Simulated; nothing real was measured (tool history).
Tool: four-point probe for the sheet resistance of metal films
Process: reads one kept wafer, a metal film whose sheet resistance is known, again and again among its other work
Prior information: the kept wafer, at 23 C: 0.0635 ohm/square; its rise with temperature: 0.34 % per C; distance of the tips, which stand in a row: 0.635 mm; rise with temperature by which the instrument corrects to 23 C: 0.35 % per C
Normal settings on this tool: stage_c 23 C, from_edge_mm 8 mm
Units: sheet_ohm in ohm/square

Run 1, hour 0.0: usual settings. Result: sheet_ohm 0.063750 ohm/square.
Run 2, hour 8.0: usual settings. Result: sheet_ohm 0.063736 ohm/square.
Run 3, hour 27.2: usual settings. Result: sheet_ohm 0.063748 ohm/square.
Run 4, hour 35.6: usual settings. Result: sheet_ohm 0.063742 ohm/square.
Run 5, hour 44.1: usual settings. Result: sheet_ohm 0.063743 ohm/square.
Run 6, hour 56.2: usual settings. Result: sheet_ohm 0.063762 ohm/square.
Run 7, hour 66.8: usual settings but from_edge_mm 4 mm. Result: sheet_ohm 0.064403 ohm/square.
Run 8, hour 81.3: usual settings. Result: sheet_ohm 0.063759 ohm/square.
Run 9, hour 90.1: usual settings but stage_c 18 C. Result: sheet_ohm 0.063776 ohm/square.
Run 10, hour 98.0: usual settings but stage_c 18 C. Result: sheet_ohm 0.063780 ohm/square.
Run 11, hour 113.4: usual settings but stage_c 18 C. Result: sheet_ohm 0.063795 ohm/square.
Run 12, hour 132.3: usual settings but stage_c 18 C. Result: sheet_ohm 0.063798 ohm/square.
Run 13, hour 148.0: usual settings but stage_c 18 C. Result: sheet_ohm 0.063795 ohm/square.
Run 14, hour 167.4: usual settings but stage_c 18 C. Result: sheet_ohm 0.063799 ohm/square.
Run 15, hour 185.5: usual settings but stage_c 18 C. Result: sheet_ohm 0.063788 ohm/square.
Run 16, hour 197.1: usual settings but stage_c 32 C. Result: sheet_ohm 0.063732 ohm/square.
Run 17, hour 216.8: usual settings but stage_c 20 C. Result: sheet_ohm 0.063818 ohm/square.
Run 18, hour 236.1: usual settings but stage_c 18 C. Result: sheet_ohm 0.063816 ohm/square.
Run 19, hour 246.5: usual settings but stage_c 18 C. Result: sheet_ohm 0.063814 ohm/square.
Run 20, hour 259.6: usual settings. Result: sheet_ohm 0.063810 ohm/square.
Run 21, hour 271.5: usual settings but stage_c 20 C. Result: sheet_ohm 0.063824 ohm/square.
Run 22, hour 279.6: usual settings but stage_c 28 C. Result: sheet_ohm 0.063788 ohm/square.
Run 23, hour 293.1: usual settings. Result: sheet_ohm 0.063824 ohm/square.
Run 24, hour 308.0: usual settings but stage_c 31 C, from_edge_mm 33 mm. Result: sheet_ohm 0.063582 ohm/square.
Run 25, hour 320.3: usual settings but stage_c 26 C, from_edge_mm 29 mm. Result: sheet_ohm 0.063601 ohm/square.
At hour 322.5: stage's thermometer calibrated.
Run 26, hour 333.3: usual settings but stage_c 34 C, from_edge_mm 29 mm. Result: sheet_ohm 0.063580 ohm/square.
Run 27, hour 349.7: usual settings but stage_c 21 C, from_edge_mm 43 mm. Result: sheet_ohm 0.063624 ohm/square.
Run 28, hour 362.8: usual settings but stage_c 20 C, from_edge_mm 3 mm. Result: sheet_ohm 0.065142 ohm/square.
Run 29, hour 375.1: usual settings but stage_c 20 C, from_edge_mm 3 mm. Result: sheet_ohm 0.065167 ohm/square.
Run 30, hour 384.0: usual settings but stage_c 20 C, from_edge_mm 3 mm. Result: sheet_ohm 0.065194 ohm/square.
Run 31, hour 393.5: usual settings but from_edge_mm 17 mm. Result: sheet_ohm 0.063708 ohm/square.
Run 32, hour 411.3: usual settings but from_edge_mm 17 mm. Result: sheet_ohm 0.063697 ohm/square.
Run 33, hour 425.4: usual settings but stage_c 21 C, from_edge_mm 4 mm. Result: sheet_ohm 0.064516 ohm/square.
Run 34, hour 435.0: usual settings but stage_c 26 C, from_edge_mm 12 mm. Result: sheet_ohm 0.063730 ohm/square.
At hour 441.1: stage's thermometer calibrated, once more.
Run 35, hour 452.2: usual settings but stage_c 32 C, from_edge_mm 21 mm. Result: sheet_ohm 0.063589 ohm/square.
Run 36, hour 471.9: usual settings but from_edge_mm 32 mm. Result: sheet_ohm 0.063620 ohm/square.
Run 37, hour 481.3: usual settings but stage_c 29 C, from_edge_mm 5 mm. Result: sheet_ohm 0.064151 ohm/square.
Run 38, hour 499.0: usual settings but stage_c 29 C, from_edge_mm 5 mm. Result: sheet_ohm 0.064143 ohm/square.
Run 39, hour 510.9: usual settings but stage_c 19 C. Result: sheet_ohm 0.063876 ohm/square.
Run 40, hour 530.0: usual settings but stage_c 19 C. Result: sheet_ohm 0.063852 ohm/square.
Run 41, hour 543.4: usual settings but stage_c 19 C. Result: sheet_ohm 0.063880 ohm/square.
Run 42, hour 552.8: usual settings but stage_c 19 C. Result: sheet_ohm 0.063874 ohm/square.
Run 43, hour 562.5: usual settings but stage_c 31 C, from_edge_mm 37 mm. Result: sheet_ohm 0.063630 ohm/square.
Run 44, hour 575.3: usual settings but stage_c 31 C, from_edge_mm 37 mm. Result: sheet_ohm 0.063601 ohm/square.
Run 45, hour 584.7: usual settings but stage_c 32 C, from_edge_mm 5 mm. Result: sheet_ohm 0.064189 ohm/square.
Run 46, hour 604.5: usual settings but stage_c 32 C, from_edge_mm 5 mm. Result: sheet_ohm 0.064176 ohm/square.

3 options for the next run, each taken on its own from the tool as it stands now. Forecast them:
Run A, hour 623.8: usual settings but stage_c 32 C, from_edge_mm 23 mm. Result: sheet_ohm ?.
Run B, hour 623.8: usual settings but stage_c 24 C, from_edge_mm 48 mm. Result: sheet_ohm ?.
Run C, hour 623.8: usual settings but stage_c 24 C, from_edge_mm 5 mm. Result: sheet_ohm ?.

run  sheet_ohm
  A   0.063621
  B   0.063671
  C   0.064215
What these runs would have given with no unlogged condition in the tool:
run  sheet_ohm
  A   0.063461
  B   0.063510
  C   0.064054
